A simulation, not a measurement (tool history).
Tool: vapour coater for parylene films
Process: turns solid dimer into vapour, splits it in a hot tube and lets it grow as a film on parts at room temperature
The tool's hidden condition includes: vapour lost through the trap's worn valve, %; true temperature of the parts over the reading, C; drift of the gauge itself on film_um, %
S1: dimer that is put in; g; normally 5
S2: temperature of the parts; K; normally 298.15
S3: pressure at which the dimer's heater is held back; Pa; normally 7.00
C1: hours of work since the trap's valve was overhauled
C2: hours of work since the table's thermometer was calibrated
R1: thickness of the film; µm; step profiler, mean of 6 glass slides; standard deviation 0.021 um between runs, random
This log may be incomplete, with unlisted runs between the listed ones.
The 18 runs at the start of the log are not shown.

{"run": 19, "hour": 1131.3, "S1": 5, "S2": 298.15, "S3": 3.59, "C1": 67, "C2": 213, "R1": 1.54}
{"run": 20, "hour": 1206.3, "S1": 5, "S2": 298.15, "S3": 3.59, "C1": 122, "C2": 268, "R1": 1.54}
{"run": 21, "hour": 1259.4, "S1": 5, "S2": 298.15, "S3": 8.26, "C1": 161, "C2": 307, "R1": 1.25}
{"run": 22, "hour": 1331.5, "S1": 5, "S2": 298.15, "S3": 9.2, "C1": 215, "C2": 361, "R1": 1.22}
{"run": 23, "hour": 1408.4, "S1": 5, "S2": 298.15, "S3": 9.2, "C1": 271, "C2": 417, "R1": 1.17}
{"run": 24, "hour": 1456.1, "S1": 5, "S2": 292.15, "S3": 10.92, "C1": 307, "C2": 453, "R1": 1.53}
{"run": 25, "hour": 1529.8, "S1": 4, "S2": 307.15, "S3": 4.2, "C1": 361, "C2": 507, "R1": 0.72}
{"hour": 1620.8, "done": "trap's valve overhauled"}
{"run": 26, "hour": 1620.8, "S1": 2, "S2": 298.15, "S3": 6.99, "C1": 0, "C2": 571, "R1": 0.57}

Forecast run 27:
{"run": 27, "hour": 1685.8, "S1": 2, "S2": 298.15, "S3": 6.99, "C1": 48, "C2": 619, "R1": "?"}

R1: 0.54 µm
Had the tool carried no hidden state, the very same run would have given R1 0.54 µm.
